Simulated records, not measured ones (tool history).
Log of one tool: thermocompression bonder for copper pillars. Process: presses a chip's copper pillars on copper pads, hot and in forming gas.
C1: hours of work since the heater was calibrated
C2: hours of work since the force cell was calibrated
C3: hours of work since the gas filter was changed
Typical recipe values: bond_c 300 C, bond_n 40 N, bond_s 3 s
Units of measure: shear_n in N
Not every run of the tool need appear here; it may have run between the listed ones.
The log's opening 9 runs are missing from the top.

{"hour": 70.5, "done": "forming gas filter changed"}
{"run": 10, "hour": 74.4, "bond_c": 300, "bond_n": 35, "bond_s": 3, "C1": 805, "C2": 222, "C3": 2, "shear_n": 46.3}
{"run": 11, "hour": 79.7, "bond_c": 300, "bond_n": 35, "bond_s": 3, "C1": 808, "C2": 225, "C3": 6, "shear_n": 45.7}
{"run": 12, "hour": 87.8, "bond_c": 300, "bond_n": 35, "bond_s": 3, "C1": 813, "C2": 230, "C3": 11, "shear_n": 46.5}
{"run": 13, "hour": 96.8, "bond_c": 300, "bond_n": 40, "bond_s": 3, "C1": 819, "C2": 236, "C3": 16, "shear_n": 51.5}
{"run": 14, "hour": 101.8, "bond_c": 300, "bond_n": 40, "bond_s": 3, "C1": 822, "C2": 239, "C3": 19, "shear_n": 52.4}
{"run": 15, "hour": 110.6, "bond_c": 300, "bond_n": 40, "bond_s": 3, "C1": 827, "C2": 244, "C3": 24, "shear_n": 53.4}
{"run": 16, "hour": 119.1, "bond_c": 300, "bond_n": 40, "bond_s": 3, "C1": 832, "C2": 249, "C3": 30, "shear_n": 52.1}
{"run": 17, "hour": 129.2, "bond_c": 300, "bond_n": 27, "bond_s": 3, "C1": 838, "C2": 255, "C3": 36, "shear_n": 34.2}
{"run": 18, "hour": 135.4, "bond_c": 300, "bond_n": 27, "bond_s": 3, "C1": 842, "C2": 259, "C3": 39, "shear_n": 34.5}
{"run": 19, "hour": 144.6, "bond_c": 319, "bond_n": 27, "bond_s": 4, "C1": 848, "C2": 265, "C3": 45, "shear_n": 50.5}
{"hour": 147.3, "done": "heater calibrated with a thermocouple chip"}
{"run": 20, "hour": 153.2, "bond_c": 319, "bond_n": 27, "bond_s": 5, "C1": 4, "C2": 269, "C3": 49, "shear_n": 53.3}
{"run": 21, "hour": 159.2, "bond_c": 319, "bond_n": 27, "bond_s": 3, "C1": 7, "C2": 272, "C3": 53, "shear_n": 43.9}
{"run": 22, "hour": 167.8, "bond_c": 319, "bond_n": 27, "bond_s": 3, "C1": 12, "C2": 278, "C3": 58, "shear_n": 43.4}
{"run": 23, "hour": 178.5, "bond_c": 327, "bond_n": 39, "bond_s": 2, "C1": 19, "C2": 284, "C3": 64, "shear_n": 58.6}
{"hour": 187.5, "done": "heater calibrated with a thermocouple chip, once more"}
{"run": 24, "hour": 191.5, "bond_c": 327, "bond_n": 39, "bond_s": 2, "C1": 2, "C2": 291, "C3": 71, "shear_n": 65.6}
{"run": 25, "hour": 200.9, "bond_c": 327, "bond_n": 39, "bond_s": 2, "C1": 8, "C2": 297, "C3": 77, "shear_n": 67.0}
{"run": 26, "hour": 205.9, "bond_c": 327, "bond_n": 39, "bond_s": 2, "C1": 11, "C2": 300, "C3": 80, "shear_n": 66.1}
{"run": 27, "hour": 213.0, "bond_c": 279, "bond_n": 28, "bond_s": 3, "C1": 16, "C2": 304, "C3": 84, "shear_n": 29.2}
{"run": 28, "hour": 221.6, "bond_c": 300, "bond_n": 25, "bond_s": 3, "C1": 21, "C2": 309, "C3": 89, "shear_n": 35.0}

Forecast run 29:
{"run": 29, "hour": 232.7, "bond_c": 283, "bond_n": 25, "bond_s": 3, "C1": 27, "C2": 316, "C3": 96, "shear_n": "?"}

shear_n: 27.3 N
Minus the tool's unlogged condition, the same run would have read shear_n 28.9 N.

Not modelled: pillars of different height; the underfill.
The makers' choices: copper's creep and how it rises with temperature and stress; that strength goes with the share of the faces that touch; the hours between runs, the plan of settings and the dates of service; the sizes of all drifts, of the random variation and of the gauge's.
